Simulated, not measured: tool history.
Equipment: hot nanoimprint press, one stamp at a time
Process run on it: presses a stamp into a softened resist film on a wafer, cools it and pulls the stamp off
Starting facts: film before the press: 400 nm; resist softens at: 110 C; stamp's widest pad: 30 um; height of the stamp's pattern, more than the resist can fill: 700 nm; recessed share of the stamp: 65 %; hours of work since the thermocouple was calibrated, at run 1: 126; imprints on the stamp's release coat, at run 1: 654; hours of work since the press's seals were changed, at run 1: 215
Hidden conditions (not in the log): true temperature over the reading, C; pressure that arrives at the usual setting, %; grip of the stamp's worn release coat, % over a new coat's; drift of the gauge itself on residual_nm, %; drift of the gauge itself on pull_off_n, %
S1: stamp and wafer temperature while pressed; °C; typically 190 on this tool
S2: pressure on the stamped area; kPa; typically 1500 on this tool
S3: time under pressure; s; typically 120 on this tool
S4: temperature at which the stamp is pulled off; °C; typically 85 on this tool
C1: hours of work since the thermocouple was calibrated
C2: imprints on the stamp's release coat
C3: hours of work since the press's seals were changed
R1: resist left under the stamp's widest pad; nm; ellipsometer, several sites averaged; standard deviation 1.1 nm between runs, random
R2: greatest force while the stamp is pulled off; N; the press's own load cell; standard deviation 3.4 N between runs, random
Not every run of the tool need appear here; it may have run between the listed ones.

{"run": 1, "hour": 0.0, "S1": 190, "S2": 1500, "S3": 120, "S4": 85, "C1": 126, "C2": 654, "C3": 215, "R1": 195.5, "R2": 185}
{"run": 2, "hour": 27.6, "S1": 190, "S2": 1500, "S3": 120, "S4": 85, "C1": 148, "C2": 739, "C3": 237, "R1": 195, "R2": 190}
{"run": 3, "hour": 53.4, "S1": 190, "S2": 1500, "S3": 120, "S4": 85, "C1": 169, "C2": 818, "C3": 258, "R1": 193.7, "R2": 185}
{"run": 4, "hour": 79.6, "S1": 190, "S2": 1500, "S3": 120, "S4": 85, "C1": 190, "C2": 899, "C3": 279, "R1": 194.1, "R2": 189}
{"run": 5, "hour": 110.7, "S1": 190, "S2": 1500, "S3": 120, "S4": 85, "C1": 214, "C2": 995, "C3": 304, "R1": 193.4, "R2": 187}
{"run": 6, "hour": 125.3, "S1": 190, "S2": 1770, "S3": 120, "S4": 85, "C1": 226, "C2": 1040, "C3": 315, "R1": 179.8, "R2": 198}
{"run": 7, "hour": 143.6, "S1": 196, "S2": 1770, "S3": 120, "S4": 85, "C1": 241, "C2": 1096, "C3": 330, "R1": 148, "R2": 189}
{"run": 8, "hour": 174.1, "S1": 183, "S2": 1500, "S3": 120, "S4": 85, "C1": 265, "C2": 1190, "C3": 354, "R1": 236.1, "R2": 196}
{"run": 9, "hour": 201.4, "S1": 183, "S2": 1500, "S3": 120, "S4": 85, "C1": 287, "C2": 1275, "C3": 376, "R1": 239.9, "R2": 200}
{"run": 10, "hour": 232.5, "S1": 183, "S2": 1500, "S3": 99, "S4": 85, "C1": 312, "C2": 1370, "C3": 401, "R1": 253.5, "R2": 195}
{"hour": 250.5, "done": "stamp cleaned and given a new release coat"}
{"run": 11, "hour": 254.6, "S1": 183, "S2": 1500, "S3": 99, "S4": 85, "C1": 325, "C2": 12, "C3": 414, "R1": 252.9, "R2": 160}
{"run": 12, "hour": 279.5, "S1": 190, "S2": 1500, "S3": 120, "S4": 81, "C1": 345, "C2": 89, "C3": 434, "R1": 192.1, "R2": 181}
{"run": 13, "hour": 305.4, "S1": 190, "S2": 1500, "S3": 120, "S4": 75, "C1": 365, "C2": 169, "C3": 455, "R1": 192.8, "R2": 215}
{"run": 14, "hour": 319.1, "S1": 190, "S2": 1500, "S3": 120, "S4": 75, "C1": 376, "C2": 211, "C3": 466, "R1": 193.1, "R2": 206}
{"run": 15, "hour": 350.1, "S1": 180, "S2": 1460, "S3": 129, "S4": 85, "C1": 401, "C2": 307, "C3": 490, "R1": 257.9, "R2": 175}
{"run": 16, "hour": 363.8, "S1": 188, "S2": 980, "S3": 138, "S4": 82, "C1": 412, "C2": 349, "C3": 501, "R1": 238.5, "R2": 183}
{"run": 17, "hour": 379.6, "S1": 190, "S2": 1500, "S3": 133, "S4": 85, "C1": 425, "C2": 398, "C3": 514, "R1": 186.3, "R2": 173}

Same runs, no hidden state in the tool, same run-to-run variation:
run=1 R1=194.2 R2=165
run=2 R1=193.8 R2=167
run=3 R1=192.7 R2=161
run=4 R1=193.3 R2=163
run=5 R1=192.8 R2=159
run=6 R1=179 R2=167
run=7 R1=147.3 R2=159
run=8 R1=236.2 R2=162
run=9 R1=240.2 R2=164
run=10 R1=254.1 R2=157
run=11 R1=253.6 R2=161
run=12 R1=192.7 R2=180
run=13 R1=193.5 R2=211
run=14 R1=193.9 R2=201
run=15 R1=259.6 R2=169
run=16 R1=240.9 R2=175
run=17 R1=187.5 R2=164
